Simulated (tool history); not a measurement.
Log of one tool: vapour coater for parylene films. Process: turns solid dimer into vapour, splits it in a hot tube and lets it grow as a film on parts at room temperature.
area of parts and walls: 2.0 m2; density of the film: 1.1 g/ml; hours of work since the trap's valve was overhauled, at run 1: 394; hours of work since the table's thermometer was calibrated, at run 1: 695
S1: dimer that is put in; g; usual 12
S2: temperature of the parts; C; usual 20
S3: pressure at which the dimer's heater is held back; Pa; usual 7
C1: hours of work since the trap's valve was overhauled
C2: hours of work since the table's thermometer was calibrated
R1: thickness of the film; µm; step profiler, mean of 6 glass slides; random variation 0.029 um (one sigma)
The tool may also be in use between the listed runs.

run	hour	S1	S2	S3	C1	C2	R1
1	0	12	20	7	394	695	2.29
2	38.4	12	20	7	416	717	2.24
3	104.2	12	20	8.65	454	754	2.08
4	157.5	12	20	8.65	484	785	2.19
5	210.2	12	20	7	515	815	2.11
# hour 243.4: trap's valve overhauled
6	270.3	12	20	7	15	847	2.49
7	329.3	12	20	9.67	49	881	2.38
8	399	12	20	9.67	89	921	2.4
9	439	12	20	9.67	112	944	2.36
10	481.5	12	20	9.67	136	968	2.29
11	548.3	12	20	9.67	174	1006	2.3
12	607	14	20	7	208	1040	2.73
13	667.4	7	20	7	243	1074	1.35
14	738.2	7	20	7	283	1115	1.31
# hour 745: table's thermometer calibrated
15	783.2	7	20	7	308	22	1.31
16	823.3	7	20	7	331	45	1.28
17	894.4	7	20	7	372	85	1.26
18	964.8	7	20	7	412	126	1.29
19	995	8	20	7	430	143	1.44
20	1041.4	12	20	3.19	456	170	2.25
21	1103.6	12	20	3.19	492	205	2.22
22	1137.9	12	20	3.19	511	225	2.28
# hour 1160.9: table's thermometer calibrated, once more
23	1173	12	20	7	531	7	2.19
# hour 1183.7: trap's valve overhauled
24	1237.3	12	20	7	31	41	2.52
25	1273.3	12	20	7	51	62	2.52
26	1309.3	12	20	7	72	83	2.54
27	1352.6	12	20	7	97	107	2.49
28	1423.2	12	20	7.05	137	148	2.38
29	1485.9	11	20	5.42	173	184	2.29
30	1524.7	11	20	5.42	195	206	2.26
31	1593.7	9	31	8.26	235	245	1.41
32	1661.7	16	31	4.56	274	284	2.54
33	1694.5	16	31	4.56	292	303	2.47
34	1723.2	16	31	4.56	309	320	2.49
35	1765.5	5	17	2.02	333	344	1.17
36	1824.2	5	17	2.02	367	377	1.15
37	1879.2	11	26	2	398	409	1.98
38	1936.7	11	21	2	431	442	2.18
39	1992.8	15	31	3.06	463	474	2.25
40	2053	11	23	6.93	498	508	1.86
# hour 2117: trap's valve overhauled
41	2120.8	11	23	6.93	2	545	2.15
42	2162.6	19	15	8.68	26	569	4.36
43	2210.9	19	15	5.36	54	596	4.5
44	2272.6	19	15	5.36	89	632	4.49
45	2304.2	19	15	5.36	107	650	4.45
46	2344.7	19	15	5.36	130	673	4.37
47	2406.5	7	15	11.81	166	708	1.51

Forecast each of these 4 alternatives for the next run:
A	2455.6	7	26	11.81	194	736	?
B	2455.6	6	13	4.45	194	736	?
C	2455.6	20	14	4	194	736	?
D	2455.6	19	20	8.04	194	736	?

run	R1
A	1.17
B	1.47
C	4.77
D	3.83
Without the tool's hidden state the same runs would have given:
run	R1
A	1.26
B	1.58
C	5.12
D	4.11

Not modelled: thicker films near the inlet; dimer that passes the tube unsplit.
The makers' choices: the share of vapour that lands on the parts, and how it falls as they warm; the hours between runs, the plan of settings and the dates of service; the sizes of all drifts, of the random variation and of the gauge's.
